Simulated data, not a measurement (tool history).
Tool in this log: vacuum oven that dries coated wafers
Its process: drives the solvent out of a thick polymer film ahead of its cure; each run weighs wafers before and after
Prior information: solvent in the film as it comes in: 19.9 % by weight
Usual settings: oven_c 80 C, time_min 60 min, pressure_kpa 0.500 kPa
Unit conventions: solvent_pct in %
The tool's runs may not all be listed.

Run 1, hour 0.0: usual settings. Result: solvent_pct 1.28 %.
Run 2, hour 15.2: usual settings. Result: solvent_pct 1.30 %.
Run 3, hour 41.5: usual settings but oven_c 66 C. Result: solvent_pct 4.06 %.
Run 4, hour 60.6: usual settings but oven_c 66 C. Result: solvent_pct 4.02 %.
Run 5, hour 85.1: usual settings but oven_c 66 C. Result: solvent_pct 4.06 %.
Run 6, hour 99.2: usual settings. Result: solvent_pct 1.28 %.
Run 7, hour 113.1: usual settings. Result: solvent_pct 1.28 %.
Run 8, hour 130.1: usual settings. Result: solvent_pct 1.28 %.
Run 9, hour 159.2: usual settings but pressure_kpa 0.424 kPa. Result: solvent_pct 1.24 %.
Run 10, hour 186.4: usual settings but pressure_kpa 0.424 kPa. Result: solvent_pct 1.21 %.
Run 11, hour 209.5: usual settings. Result: solvent_pct 1.30 %.
Run 12, hour 229.6: usual settings. Result: solvent_pct 1.32 %.
Run 13, hour 243.3: usual settings. Result: solvent_pct 1.32 %.
At hour 270.6: oven's thermocouples calibrated.
Run 14, hour 271.2: usual settings. Result: solvent_pct 1.32 %.
Run 15, hour 298.4: usual settings. Result: solvent_pct 1.30 %.
Run 16, hour 321.4: usual settings. Result: solvent_pct 1.34 %.
Run 17, hour 334.8: usual settings. Result: solvent_pct 1.30 %.
Run 18, hour 358.4: usual settings. Result: solvent_pct 1.33 %.
Run 19, hour 376.9: usual settings. Result: solvent_pct 1.32 %.
Run 20, hour 392.8: usual settings. Result: solvent_pct 1.32 %.
Run 21, hour 410.8: usual settings but oven_c 82 C, time_min 97 min, pressure_kpa 0.298 kPa. Result: solvent_pct 0.35 %.
Run 22, hour 435.4: usual settings but oven_c 82 C, time_min 97 min, pressure_kpa 0.298 kPa. Result: solvent_pct 0.40 %.
Run 23, hour 448.9: usual settings but oven_c 82 C, time_min 97 min, pressure_kpa 0.298 kPa. Result: solvent_pct 0.40 %.
Run 24, hour 474.6: usual settings but oven_c 82 C, time_min 94 min, pressure_kpa 0.857 kPa. Result: solvent_pct 0.93 %.
Run 25, hour 489.8: usual settings but oven_c 94 C, time_min 33 min, pressure_kpa 0.576 kPa. Result: solvent_pct 1.16 %.
Run 26, hour 510.3: usual settings but oven_c 94 C, time_min 33 min, pressure_kpa 0.576 kPa. Result: solvent_pct 1.21 %.
Run 27, hour 531.2: usual settings but time_min 44 min, pressure_kpa 1.389 kPa. Result: solvent_pct 3.08 %.
Run 28, hour 559.4: usual settings but oven_c 89 C, time_min 62 min, pressure_kpa 0.850 kPa. Result: solvent_pct 0.79 %.
Run 29, hour 589.2: usual settings but oven_c 73 C, time_min 48 min, pressure_kpa 0.499 kPa. Result: solvent_pct 3.39 %.
Run 30, hour 618.3: usual settings but oven_c 73 C, time_min 48 min, pressure_kpa 0.499 kPa. Result: solvent_pct 3.42 %.
Run 31, hour 631.4: usual settings but oven_c 73 C, time_min 48 min, pressure_kpa 0.499 kPa. Result: solvent_pct 3.37 %.
Run 32, hour 658.3: usual settings but pressure_kpa 0.795 kPa. Result: solvent_pct 1.58 %.
Run 33, hour 684.4: usual settings but oven_c 68 C, time_min 79 min, pressure_kpa 0.406 kPa. Result: solvent_pct 2.26 %.
Run 34, hour 707.0: usual settings but oven_c 68 C, time_min 51 min, pressure_kpa 0.381 kPa. Result: solvent_pct 4.22 %.
Run 35, hour 738.1: usual settings but oven_c 72 C, time_min 54 min, pressure_kpa 0.504 kPa. Result: solvent_pct 3.04 %.
Run 36, hour 759.6: usual settings but oven_c 85 C, time_min 32 min, pressure_kpa 1.930 kPa. Result: solvent_pct 3.68 %.
Run 37, hour 789.6: usual settings but oven_c 85 C, time_min 91 min, pressure_kpa 1.930 kPa. Result: solvent_pct 1.66 %.
Run 38, hour 802.6: usual settings but oven_c 85 C, time_min 49 min, pressure_kpa 1.930 kPa. Result: solvent_pct 2.33 %.
Run 39, hour 815.5: usual settings but oven_c 70 C, time_min 80 min, pressure_kpa 1.900 kPa. Result: solvent_pct 3.96 %.

What if the next run were any one of these 4? Each begins from the tool's condition after run 39:
Run A, hour 839.9: usual settings but oven_c 87 C, time_min 97 min, pressure_kpa 0.318 kPa. Result: solvent_pct ?.
Run B, hour 839.9: usual settings but oven_c 71 C, time_min 65 min, pressure_kpa 0.678 kPa. Result: solvent_pct ?.
Run C, hour 839.9: usual settings but oven_c 76 C, pressure_kpa 0.829 kPa. Result: solvent_pct ?.
Run D, hour 839.9: usual settings but oven_c 77 C, time_min 90 min, pressure_kpa 0.263 kPa. Result: solvent_pct ?.

run  solvent_pct
  A         0.26
  B         2.75
  C         2.26
  D         0.62
What these runs would have given with no unlogged condition in the tool:
run  solvent_pct
  A         0.26
  B         2.74
  C         2.25
  D         0.61
